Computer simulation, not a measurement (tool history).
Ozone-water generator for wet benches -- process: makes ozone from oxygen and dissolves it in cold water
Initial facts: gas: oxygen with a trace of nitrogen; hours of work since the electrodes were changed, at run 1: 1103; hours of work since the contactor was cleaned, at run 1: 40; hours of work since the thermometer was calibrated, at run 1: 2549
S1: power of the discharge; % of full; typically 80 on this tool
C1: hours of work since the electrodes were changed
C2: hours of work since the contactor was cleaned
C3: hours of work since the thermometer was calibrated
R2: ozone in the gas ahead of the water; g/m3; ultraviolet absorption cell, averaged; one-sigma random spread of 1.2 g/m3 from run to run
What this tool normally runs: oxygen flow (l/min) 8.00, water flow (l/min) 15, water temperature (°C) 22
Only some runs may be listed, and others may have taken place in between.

run 1 hour=0.0 | S1=80 oxygen_flow_(l/min)=8.00 water_flow_(l/min)=15 water_temperature_(°C)=22 | C1=1103 C2=40 C3=2549 | dissolved_ozone_(ppm)=30.1 R2=212.1
run 2 hour=62.6 | S1=80 oxygen_flow_(l/min)=8.00 water_flow_(l/min)=15 water_temperature_(°C)=22 | C1=1158 C2=94 C3=2603 | dissolved_ozone_(ppm)=30.2 R2=211.9
run 3 hour=116.3 | S1=88 oxygen_flow_(l/min)=8.00 water_flow_(l/min)=15 water_temperature_(°C)=22 | C1=1205 C2=142 C3=2651 | dissolved_ozone_(ppm)=32.2 R2=224.0
run 4 hour=156.4 | S1=88 oxygen_flow_(l/min)=8.00 water_flow_(l/min)=15 water_temperature_(°C)=22 | C1=1241 C2=177 C3=2686 | dissolved_ozone_(ppm)=32.0 R2=224.4
run 5 hour=232.3 | S1=80 oxygen_flow_(l/min)=8.57 water_flow_(l/min)=15 water_temperature_(°C)=22 | C1=1307 C2=243 C3=2752 | dissolved_ozone_(ppm)=29.6 R2=203.8
run 6 hour=306.9 | S1=48 oxygen_flow_(l/min)=8.00 water_flow_(l/min)=15 water_temperature_(°C)=22 | C1=1373 C2=309 C3=2818 | dissolved_ozone_(ppm)=20.4 R2=145.6
run 7 hour=371.7 | S1=80 oxygen_flow_(l/min)=8.00 water_flow_(l/min)=15 water_temperature_(°C)=22 | C1=1429 C2=366 C3=2875 | dissolved_ozone_(ppm)=29.6 R2=211.1
run 8 hour=408.5 | S1=80 oxygen_flow_(l/min)=8.00 water_flow_(l/min)=15 water_temperature_(°C)=22 | C1=1462 C2=398 C3=2907 | dissolved_ozone_(ppm)=29.5 R2=208.1
run 9 hour=451.4 | S1=81 oxygen_flow_(l/min)=10.92 water_flow_(l/min)=10 water_temperature_(°C)=29 | C1=1499 C2=435 C3=2944 | dissolved_ozone_(ppm)=27.6 R2=179.9
run 10 hour=499.4 | S1=81 oxygen_flow_(l/min)=10.92 water_flow_(l/min)=10 water_temperature_(°C)=29 | C1=1541 C2=478 C3=2987 | dissolved_ozone_(ppm)=27.8 R2=177.6
run 11 hour=561.5 | S1=90 oxygen_flow_(l/min)=9.00 water_flow_(l/min)=15 water_temperature_(°C)=22 | C1=1596 C2=532 C3=3041 | dissolved_ozone_(ppm)=31.2 R2=212.0
run 12 hour=604.4 | S1=95 oxygen_flow_(l/min)=9.00 water_flow_(l/min)=15 water_temperature_(°C)=22 | C1=1633 C2=570 C3=3079 | dissolved_ozone_(ppm)=32.0 R2=217.6
run 13 hour=654.8 | S1=95 oxygen_flow_(l/min)=9.00 water_flow_(l/min)=15 water_temperature_(°C)=22 | C1=1678 C2=614 C3=3123 | dissolved_ozone_(ppm)=32.5 R2=220.2
run 14 hour=734.8 | S1=95 oxygen_flow_(l/min)=9.00 water_flow_(l/min)=15 water_temperature_(°C)=22 | C1=1748 C2=684 C3=3193 | dissolved_ozone_(ppm)=32.4 R2=218.4
run 15 hour=777.1 | S1=95 oxygen_flow_(l/min)=9.00 water_flow_(l/min)=15 water_temperature_(°C)=22 | C1=1785 C2=721 C3=3230 | dissolved_ozone_(ppm)=31.8 R2=218.5
run 16 hour=823.1 | S1=81 oxygen_flow_(l/min)=5.82 water_flow_(l/min)=12 water_temperature_(°C)=19 | C1=1825 C2=761 C3=3270 | dissolved_ozone_(ppm)=37.2 R2=247.8

What if the next run were any one of these 5? Each begins from the tool's condition after run 16:
run A hour=881.1 | S1=83 oxygen_flow_(l/min)=5.82 water_flow_(l/min)=23 water_temperature_(°C)=19 | C1=1876 C2=812 C3=3321 | dissolved_ozone_(ppm)=? R2=?
run B hour=881.1 | S1=81 oxygen_flow_(l/min)=5.82 water_flow_(l/min)=12 water_temperature_(°C)=16 | C1=1876 C2=812 C3=3321 | dissolved_ozone_(ppm)=? R2=?
run C hour=881.1 | S1=74 oxygen_flow_(l/min)=8.00 water_flow_(l/min)=15 water_temperature_(°C)=17 | C1=1876 C2=812 C3=3321 | dissolved_ozone_(ppm)=? R2=?
run D hour=881.1 | S1=86 oxygen_flow_(l/min)=8.00 water_flow_(l/min)=15 water_temperature_(°C)=22 | C1=1876 C2=812 C3=3321 | dissolved_ozone_(ppm)=? R2=?
run E hour=881.1 | S1=81 oxygen_flow_(l/min)=5.82 water_flow_(l/min)=15 water_temperature_(°C)=19 | C1=1876 C2=812 C3=3321 | dissolved_ozone_(ppm)=? R2=?

run=A dissolved_ozone_(ppm)=24.4 R2=250.5
run=B dissolved_ozone_(ppm)=39.3 R2=244.9
run=C dissolved_ozone_(ppm)=30.2 R2=193.6
run=D dissolved_ozone_(ppm)=30.3 R2=213.8
run=E dissolved_ozone_(ppm)=32.2 R2=246.0
Stripped of hidden state, with their random variation kept, the same runs would have yielded:
run=A dissolved_ozone_(ppm)=26.7 R2=269.8
run=B dissolved_ozone_(ppm)=43.0 R2=263.5
run=C dissolved_ozone_(ppm)=32.9 R2=207.4
run=D dissolved_ozone_(ppm)=33.3 R2=230.7
run=E dissolved_ozone_(ppm)=35.3 R2=264.7

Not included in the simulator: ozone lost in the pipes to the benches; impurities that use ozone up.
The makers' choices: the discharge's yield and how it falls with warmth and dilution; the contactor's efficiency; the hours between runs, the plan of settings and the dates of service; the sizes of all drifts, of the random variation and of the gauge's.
